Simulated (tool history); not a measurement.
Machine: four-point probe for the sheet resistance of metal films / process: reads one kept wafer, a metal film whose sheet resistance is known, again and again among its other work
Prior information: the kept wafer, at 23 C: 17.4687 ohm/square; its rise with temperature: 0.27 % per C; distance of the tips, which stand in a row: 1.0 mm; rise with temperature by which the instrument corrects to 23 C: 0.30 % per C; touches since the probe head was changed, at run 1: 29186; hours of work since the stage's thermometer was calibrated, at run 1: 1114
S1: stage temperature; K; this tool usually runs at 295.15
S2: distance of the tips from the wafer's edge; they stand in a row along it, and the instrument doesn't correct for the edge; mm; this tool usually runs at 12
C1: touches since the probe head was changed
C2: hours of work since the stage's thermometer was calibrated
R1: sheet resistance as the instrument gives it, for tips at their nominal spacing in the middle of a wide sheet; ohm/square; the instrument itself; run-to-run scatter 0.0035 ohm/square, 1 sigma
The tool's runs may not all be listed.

run 1 hour=0.0 | S1=295.15 S2=12 | C1=29186 C2=1114 | R1=17.475075
run 2 hour=50.0 | S1=295.15 S2=12 | C1=30430 C2=1141 | R1=17.466024
run 3 hour=96.7 | S1=297.15 S2=12 | C1=31594 C2=1166 | R1=17.449089
run 4 hour=139.0 | S1=295.15 S2=12 | C1=32646 C2=1188 | R1=17.457731
run 5 hour=181.8 | S1=295.15 S2=12 | C1=33712 C2=1211 | R1=17.465849
run 6 hour=221.1 | S1=295.15 S2=12 | C1=34691 C2=1232 | R1=17.461857
run 7 hour=243.7 | S1=298.15 S2=12 | C1=35252 C2=1244 | R1=17.437744
run 8 hour=294.2 | S1=298.15 S2=12 | C1=36510 C2=1271 | R1=17.436624
run 9 hour=320.7 | S1=295.15 S2=12 | C1=37169 C2=1286 | R1=17.451094
run 10 hour=365.8 | S1=295.15 S2=12 | C1=38291 C2=1310 | R1=17.446124
run 11 hour=388.4 | S1=298.15 S2=12 | C1=38854 C2=1322 | R1=17.429060
run 12 hour=417.8 | S1=298.15 S2=12 | C1=39587 C2=1337 | R1=17.430904
run 13 hour=459.6 | S1=295.15 S2=12 | C1=40628 C2=1360 | R1=17.444783
run 14 hour=485.0 | S1=295.15 S2=12 | C1=41259 C2=1373 | R1=17.447467
run 15 hour=538.1 | S1=295.15 S2=6 | C1=42581 C2=1402 | R1=17.638296
run 16 hour=583.5 | S1=295.15 S2=6 | C1=43712 C2=1426 | R1=17.632597
run 17 hour=637.0 | S1=295.15 S2=6 | C1=45044 C2=1455 | R1=17.624760
run 18 hour=689.4 | S1=295.15 S2=6 | C1=46346 C2=1482 | R1=17.624239
run 19 hour=744.6 | S1=295.15 S2=6 | C1=47720 C2=1512 | R1=17.621197
run 20 hour=794.6 | S1=295.15 S2=6 | C1=48966 C2=1539 | R1=17.621850
run 21 hour=836.4 | S1=296.15 S2=12 | C1=50007 C2=1561 | R1=17.430150
run 22 hour=887.5 | S1=296.15 S2=12 | C1=51278 C2=1588 | R1=17.418113
run 23 hour=928.8 | S1=293.15 S2=7 | C1=52308 C2=1610 | R1=17.563273
run 24 hour=960.6 | S1=295.15 S2=58 | C1=53099 C2=1627 | R1=17.361584
run 25 hour=993.1 | S1=295.15 S2=45 | C1=53907 C2=1645 | R1=17.365383
run 26 hour=1024.5 | S1=307.15 S2=50 | C1=54689 C2=1661 | R1=17.288297
run 27 hour=1061.3 | S1=291.15 S2=19 | C1=55604 C2=1681 | R1=17.400171
run 28 hour=1109.3 | S1=291.15 S2=41 | C1=56800 C2=1707 | R1=17.379010
run 29 hour=1147.2 | S1=306.15 S2=23 | C1=57743 C2=1727 | R1=17.305628
run 30 hour=1181.8 | S1=300.15 S2=23 | C1=58604 C2=1746 | R1=17.333247
run 31 hour=1204.9 | S1=292.15 S2=9 | C1=59181 C2=1758 | R1=17.478952
run 32 hour=1247.5 | S1=292.15 S2=9 | C1=60241 C2=1781 | R1=17.479785
run 33 hour=1286.1 | S1=293.15 S2=11 | C1=61201 C2=1801 | R1=17.432016
run 34 hour=1328.2 | S1=293.15 S2=11 | C1=62249 C2=1824 | R1=17.430150
run 35 hour=1355.6 | S1=308.15 S2=3 | C1=62931 C2=1838 | R1=18.235931
run 36 hour=1388.1 | S1=305.15 S2=33 | C1=63740 C2=1856 | R1=17.289714
run 37 hour=1414.0 | S1=306.15 S2=3 | C1=64384 C2=1870 | R1=18.243889
run 38 hour=1466.4 | S1=306.15 S2=3 | C1=65690 C2=1898 | R1=18.240919
run 39 hour=1503.4 | S1=306.15 S2=3 | C1=66611 C2=1917 | R1=18.243378
run 40 hour=1556.1 | S1=304.15 S2=3 | C1=67923 C2=1945 | R1=18.240880
run 41 hour=1578.5 | S1=299.15 S2=9 | C1=68480 C2=1957 | R1=17.420113
run 42 hour=1621.7 | S1=298.15 S2=3 | C1=69554 C2=1981 | R1=18.277710
run 43 hour=1674.6 | S1=298.15 S2=3 | C1=70872 C2=2009 | R1=18.277915
run 44 hour=1704.4 | S1=294.15 S2=10 | C1=71614 C2=2025 | R1=17.418763

Below, each run's measurement less what the same run would have read without the hidden state. Both values contain the same run-to-run variation, but the gauge's scatter may not be the same in both:
Hidden state at play: inner tips' distance over the nominal, %; tips' flats over new ones', %; wafer's true temperature over the reading, C; drift of the gauge itself on sheet_ohm, %.
run=1 R1=-0.072014
run=2 R1=-0.074291
run=3 R1=-0.076341
run=4 R1=-0.078595
run=5 R1=-0.080778
run=6 R1=-0.082509
run=7 R1=-0.083387
run=8 R1=-0.085793
run=9 R1=-0.087207
run=10 R1=-0.089358
run=11 R1=-0.090177
run=12 R1=-0.091551
run=13 R1=-0.093556
run=14 R1=-0.094795
run=15 R1=-0.098370
run=16 R1=-0.100696
run=17 R1=-0.103264
run=18 R1=-0.105728
run=19 R1=-0.108352
run=20 R1=-0.110617
run=21 R1=-0.111431
run=22 R1=-0.113847
run=23 R1=-0.116915
run=24 R1=-0.117095
run=25 R1=-0.118571
run=26 R1=-0.118743
run=27 R1=-0.122356
run=28 R1=-0.124601
run=29 R1=-0.124907
run=30 R1=-0.127218
run=31 R1=-0.130101
run=32 R1=-0.132093
run=33 R1=-0.133702
run=34 R1=-0.135673
run=35 R1=-0.141692
run=36 R1=-0.136605
run=37 R1=-0.144812
run=38 R1=-0.147208
run=39 R1=-0.149072
run=40 R1=-0.151818
run=41 R1=-0.146975
run=42 R1=-0.156043
run=43 R1=-0.158684
run=44 R1=-0.153576
